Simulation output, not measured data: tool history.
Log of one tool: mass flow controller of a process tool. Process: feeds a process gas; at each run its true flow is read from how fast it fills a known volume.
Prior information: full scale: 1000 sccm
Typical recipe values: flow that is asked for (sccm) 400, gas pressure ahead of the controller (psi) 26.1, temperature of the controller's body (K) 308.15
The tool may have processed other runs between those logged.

run,hour,flow that is asked for (sccm),gas pressure ahead of the controller (psi),temperature of the controller's body (K),true flow (%)
1,0,400,26.1,308.15,98.72
2,173.4,400,26.1,308.15,98.74
3,364.3,400,26.1,308.15,98.51
4,575.8,400,26.1,308.15,98.33
5,715.1,400,26.1,300.15,99.24
6,845.5,400,26.1,300.15,99.03
7,983.7,400,26.1,294.15,99.64
8,1102.6,100,26.1,294.15,99.45
9,1261.2,100,26.1,294.15,99.41
10,1465.4,400,26.1,303.15,98.32
11,1589.6,400,26.1,303.15,98.3
12,1714.5,312,22,293.15,99.51
13,1979.6,312,22,293.15,99.28
14,2227.2,312,22,293.15,99.16
15,2357.8,312,25.1,297.15,98.51
16,2468.6,152,36.1,300.15,97.5
# hour 2688.4: gauge calibrated
17,2698.2,152,36.1,300.15,99.07
18,2869.1,152,36.1,300.15,99.08
19,3007.5,152,36.1,307.15,98.19
20,3254.2,152,36.1,307.15,98.03
21,3376.9,988,36.8,299.15,99.18
22,3557,988,36.8,299.15,99.02

Forecast each of these 5 alternatives for the next run:
A,3692.5,753,28.7,308.15,?
B,3692.5,148,22,301.15,?
C,3692.5,429,20.6,307.15,?
D,3692.5,200,34.1,308.15,?
E,3692.5,102,26.1,308.15,?

run,true flow (%)
A,98.16
B,99.04
C,98.46
D,97.72
E,97.99
What these runs would have given with no unlogged condition in the tool:
run,true flow (%)
A,98.81
B,99.72
C,99.12
D,98.38
E,98.67
